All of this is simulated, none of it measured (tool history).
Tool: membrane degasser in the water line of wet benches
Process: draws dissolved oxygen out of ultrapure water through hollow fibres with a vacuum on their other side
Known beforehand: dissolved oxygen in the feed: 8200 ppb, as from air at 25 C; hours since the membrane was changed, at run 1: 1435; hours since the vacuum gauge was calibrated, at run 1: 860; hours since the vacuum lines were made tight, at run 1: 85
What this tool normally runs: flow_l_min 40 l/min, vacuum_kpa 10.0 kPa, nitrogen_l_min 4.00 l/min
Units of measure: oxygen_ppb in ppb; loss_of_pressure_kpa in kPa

run      day  flow_l_min  vacuum_kpa  nitrogen_l_min  hours since the membrane was changed  hours since the vacuum gauge was calibrated  hours since the vacuum lines were made tight  oxygen_ppb  loss_of_pressure_kpa
  1    0.000          40        10.0            4.00                                  1435                                          860                                            85       161.9                 65.63
  2    7.012          40        10.0            4.00                                  1604                                         1029                                           253       162.6                 65.76
  3   14.362          40        10.0            4.00                                  1780                                         1205                                           429       162.9                 65.56
  4   19.354          40        10.0            4.00                                  1900                                         1325                                           549       162.3                 65.73
  5   28.158          40        10.0            2.93                                  2111                                         1536                                           761       214.4                 65.91
  6   33.658          40        10.0            2.93                                  2243                                         1668                                           893       215.5                 66.13
  7   40.179          40        10.0            4.00                                  2400                                         1825                                          1049       162.3                 66.32
  8   46.208          40        10.0            4.00                                  2544                                         1969                                          1194       162.9                 65.93
  9   53.467          40        10.0            4.00                                  2718                                         2144                                          1368       161.6                 66.44
 10   61.983          40        10.0            4.00                                  2923                                         2348                                          1572       162.3                 66.33
 11   67.200          40        10.0            4.00                                  3048                                         2473                                          1698       163.7                 66.13
 12   73.808          33        10.0            4.00                                  3207                                         2632                                          1856       134.7                 54.54
 13   81.438          33        10.0            4.00                                  3390                                         2815                                          2039       135.1                 54.84
 14   86.958          27         7.8            4.00                                  3522                                         2947                                          2172        77.1                 45.05
 15   92.721          40         9.7            5.39                                  3660                                         3086                                          2310       119.2                 66.76
 16   99.262          40         9.7            5.39                                  3818                                         3243                                          2467       119.1                 66.17
 17  104.204          25        10.0            2.10                                  3936                                         3361                                          2586       188.6                 41.62
 18  111.854          25        10.0            2.10                                  4120                                         3545                                          2769       189.1                 41.60
 19  116.038          38        10.0            3.91                                  4220                                         3645                                          2870       158.0                 63.27
 20  122.562          27        11.1            4.59                                  4377                                         3802                                          3026       113.8                 44.80
 21  126.450          30        10.0            4.00                                  4470                                         3895                                          3120       123.7                 50.11
 22  132.783          25        10.0           10.80                                  4622                                         4047                                          3272        40.5                 42.00
 23  140.862          25        10.0           10.80                                  4816                                         4241                                          3465        40.1                 41.45
 24  144.479          40        10.0           11.95                                  4903                                         4328                                          3552        59.9                 66.70
 25  151.521          30        14.0            4.67                                  5072                                         4497                                          3721       169.1                 50.06

Each row is a separate what-if for the run after 25, all from the same tool condition, not one after another. Results?
  A  155.483          36         7.4            4.44                                  5167                                         4592                                          3816           ?                     ?
  B  155.483          26        10.0            6.38                                  5167                                         4592                                          3816           ?                     ?
  C  155.483          47         8.2            4.67                                  5167                                         4592                                          3816           ?                     ?

run  oxygen_ppb  loss_of_pressure_kpa
  A        84.6                 60.25
  B        69.8                 43.42
  C       127.0                 78.41
Stripped of hidden state, with their random variation kept, the same runs would have yielded:
run  oxygen_ppb  loss_of_pressure_kpa
  A        81.7                 58.42
  B        68.1                 42.10
  C       122.7                 76.04

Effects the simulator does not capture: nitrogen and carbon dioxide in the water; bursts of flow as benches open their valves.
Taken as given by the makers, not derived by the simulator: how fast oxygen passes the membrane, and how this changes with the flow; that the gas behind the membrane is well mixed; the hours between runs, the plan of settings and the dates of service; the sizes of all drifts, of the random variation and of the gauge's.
